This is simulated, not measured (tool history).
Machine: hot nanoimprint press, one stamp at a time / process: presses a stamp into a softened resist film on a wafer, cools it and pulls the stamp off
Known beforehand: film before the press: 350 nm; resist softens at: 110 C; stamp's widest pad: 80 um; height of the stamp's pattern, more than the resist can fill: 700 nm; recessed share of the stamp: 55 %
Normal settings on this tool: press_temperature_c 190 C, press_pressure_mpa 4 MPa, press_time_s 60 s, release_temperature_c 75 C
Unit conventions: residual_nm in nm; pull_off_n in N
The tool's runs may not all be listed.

{"run": 1, "hour": 0.0, "press_temperature_c": 190, "press_pressure_mpa": 4, "press_time_s": 60, "release_temperature_c": 75, "residual_nm": 178.9, "pull_off_n": 93}
{"run": 2, "hour": 34.7, "press_temperature_c": 190, "press_pressure_mpa": 4, "press_time_s": 60, "release_temperature_c": 75, "residual_nm": 179.2, "pull_off_n": 98}
{"run": 3, "hour": 70.0, "press_temperature_c": 190, "press_pressure_mpa": 4, "press_time_s": 60, "release_temperature_c": 75, "residual_nm": 179.2, "pull_off_n": 105}
{"run": 4, "hour": 93.4, "press_temperature_c": 190, "press_pressure_mpa": 4, "press_time_s": 60, "release_temperature_c": 75, "residual_nm": 179.1, "pull_off_n": 103}
{"run": 5, "hour": 118.2, "press_temperature_c": 190, "press_pressure_mpa": 4, "press_time_s": 60, "release_temperature_c": 75, "residual_nm": 178.7, "pull_off_n": 109}
{"run": 6, "hour": 156.2, "press_temperature_c": 190, "press_pressure_mpa": 4, "press_time_s": 60, "release_temperature_c": 75, "residual_nm": 181.3, "pull_off_n": 114}
{"hour": 171.8, "done": "press's hydraulic seals changed and the load cell set to zero"}
{"run": 7, "hour": 186.2, "press_temperature_c": 190, "press_pressure_mpa": 4, "press_time_s": 60, "release_temperature_c": 75, "residual_nm": 179.6, "pull_off_n": 111}
{"run": 8, "hour": 218.0, "press_temperature_c": 190, "press_pressure_mpa": 2.98, "press_time_s": 60, "release_temperature_c": 75, "residual_nm": 208.1, "pull_off_n": 124}
{"hour": 234.3, "done": "stamp cleaned and given a new release coat"}
{"run": 9, "hour": 260.0, "press_temperature_c": 190, "press_pressure_mpa": 4, "press_time_s": 43, "release_temperature_c": 75, "residual_nm": 197.1, "pull_off_n": 93}
{"run": 10, "hour": 276.4, "press_temperature_c": 185, "press_pressure_mpa": 4, "press_time_s": 43, "release_temperature_c": 75, "residual_nm": 230.9, "pull_off_n": 98}
{"run": 11, "hour": 313.6, "press_temperature_c": 185, "press_pressure_mpa": 4, "press_time_s": 43, "release_temperature_c": 75, "residual_nm": 231.9, "pull_off_n": 96}
{"run": 12, "hour": 338.5, "press_temperature_c": 185, "press_pressure_mpa": 4, "press_time_s": 43, "release_temperature_c": 75, "residual_nm": 232.2, "pull_off_n": 108}
{"run": 13, "hour": 364.9, "press_temperature_c": 190, "press_pressure_mpa": 4, "press_time_s": 60, "release_temperature_c": 75, "residual_nm": 181.8, "pull_off_n": 110}
{"run": 14, "hour": 389.7, "press_temperature_c": 190, "press_pressure_mpa": 4, "press_time_s": 60, "release_temperature_c": 75, "residual_nm": 182.2, "pull_off_n": 112}
{"run": 15, "hour": 413.0, "press_temperature_c": 190, "press_pressure_mpa": 4, "press_time_s": 54, "release_temperature_c": 75, "residual_nm": 185.7, "pull_off_n": 106}
{"run": 16, "hour": 435.1, "press_temperature_c": 190, "press_pressure_mpa": 4, "press_time_s": 54, "release_temperature_c": 75, "residual_nm": 186.2, "pull_off_n": 113}
{"run": 17, "hour": 472.5, "press_temperature_c": 190, "press_pressure_mpa": 6.39, "press_time_s": 54, "release_temperature_c": 60, "residual_nm": 146.2, "pull_off_n": 172}
{"hour": 477.7, "done": "plate thermocouple calibrated"}
{"run": 18, "hour": 507.6, "press_temperature_c": 190, "press_pressure_mpa": 6.3, "press_time_s": 47, "release_temperature_c": 60, "residual_nm": 147.7, "pull_off_n": 162}
{"hour": 523.4, "done": "stamp cleaned and given a new release coat"}
{"run": 19, "hour": 541.0, "press_temperature_c": 190, "press_pressure_mpa": 6.3, "press_time_s": 47, "release_temperature_c": 60, "residual_nm": 146.4, "pull_off_n": 132}
{"run": 20, "hour": 562.2, "press_temperature_c": 190, "press_pressure_mpa": 6.3, "press_time_s": 47, "release_temperature_c": 60, "residual_nm": 147.4, "pull_off_n": 132}
{"run": 21, "hour": 593.5, "press_temperature_c": 190, "press_pressure_mpa": 6.3, "press_time_s": 47, "release_temperature_c": 60, "residual_nm": 147.4, "pull_off_n": 138}
{"run": 22, "hour": 610.0, "press_temperature_c": 196, "press_pressure_mpa": 4, "press_time_s": 67, "release_temperature_c": 75, "residual_nm": 138.8, "pull_off_n": 100}
{"run": 23, "hour": 642.3, "press_temperature_c": 196, "press_pressure_mpa": 4, "press_time_s": 67, "release_temperature_c": 75, "residual_nm": 138.1, "pull_off_n": 99}
{"run": 24, "hour": 659.2, "press_temperature_c": 196, "press_pressure_mpa": 4, "press_time_s": 67, "release_temperature_c": 75, "residual_nm": 139.8, "pull_off_n": 105}
{"run": 25, "hour": 693.0, "press_temperature_c": 196, "press_pressure_mpa": 4, "press_time_s": 67, "release_temperature_c": 75, "residual_nm": 139.4, "pull_off_n": 110}
{"run": 26, "hour": 724.6, "press_temperature_c": 180, "press_pressure_mpa": 4, "press_time_s": 67, "release_temperature_c": 75, "residual_nm": 241.2, "pull_off_n": 114}
{"run": 27, "hour": 751.0, "press_temperature_c": 198, "press_pressure_mpa": 4, "press_time_s": 77, "release_temperature_c": 75, "residual_nm": 125.5, "pull_off_n": 115}
{"run": 28, "hour": 789.0, "press_temperature_c": 190, "press_pressure_mpa": 2.56, "press_time_s": 34, "release_temperature_c": 75, "residual_nm": 256.5, "pull_off_n": 121}
{"hour": 810.2, "done": "stamp cleaned and given a new release coat"}
{"run": 29, "hour": 822.7, "press_temperature_c": 190, "press_pressure_mpa": 5.28, "press_time_s": 77, "release_temperature_c": 69, "residual_nm": 141.1, "pull_off_n": 109}
{"run": 30, "hour": 851.5, "press_temperature_c": 182, "press_pressure_mpa": 4, "press_time_s": 93, "release_temperature_c": 67, "residual_nm": 209, "pull_off_n": 121}

Each run again, without the hidden state but with its own random variation kept:
Hidden state present: true temperature over the reading, C; pressure that arrives at the usual setting, %; grip of the stamp's worn release coat, % over a new coat's; drift of the gauge itself on residual_nm, %; drift of the gauge itself on pull_off_n, %.
run=1 residual_nm=176.5 pull_off_n=87
run=2 residual_nm=176.2 pull_off_n=88
run=3 residual_nm=175.6 pull_off_n=91
run=4 residual_nm=175.1 pull_off_n=87
run=5 residual_nm=174.3 pull_off_n=90
run=6 residual_nm=176.2 pull_off_n=91
run=7 residual_nm=177.4 pull_off_n=86
run=8 residual_nm=205.2 pull_off_n=93
run=9 residual_nm=193.6 pull_off_n=89
run=10 residual_nm=226.7 pull_off_n=92
run=11 residual_nm=227 pull_off_n=86
run=12 residual_nm=226.8 pull_off_n=95
run=13 residual_nm=176.5 pull_off_n=94
run=14 residual_nm=176.4 pull_off_n=93
run=15 residual_nm=179.5 pull_off_n=85
run=16 residual_nm=179.5 pull_off_n=89
run=17 residual_nm=139.6 pull_off_n=132
run=18 residual_nm=147.8 pull_off_n=124
run=19 residual_nm=146 pull_off_n=130
run=20 residual_nm=146.7 pull_off_n=126
run=21 residual_nm=146.1 pull_off_n=128
run=22 residual_nm=137.8 pull_off_n=91
run=23 residual_nm=136.6 pull_off_n=86
run=24 residual_nm=138.1 pull_off_n=91
run=25 residual_nm=137.2 pull_off_n=91
run=26 residual_nm=237.5 pull_off_n=92
run=27 residual_nm=122.9 pull_off_n=90
run=28 residual_nm=252.7 pull_off_n=91
run=29 residual_nm=136.6 pull_off_n=106
run=30 residual_nm=202.9 pull_off_n=114

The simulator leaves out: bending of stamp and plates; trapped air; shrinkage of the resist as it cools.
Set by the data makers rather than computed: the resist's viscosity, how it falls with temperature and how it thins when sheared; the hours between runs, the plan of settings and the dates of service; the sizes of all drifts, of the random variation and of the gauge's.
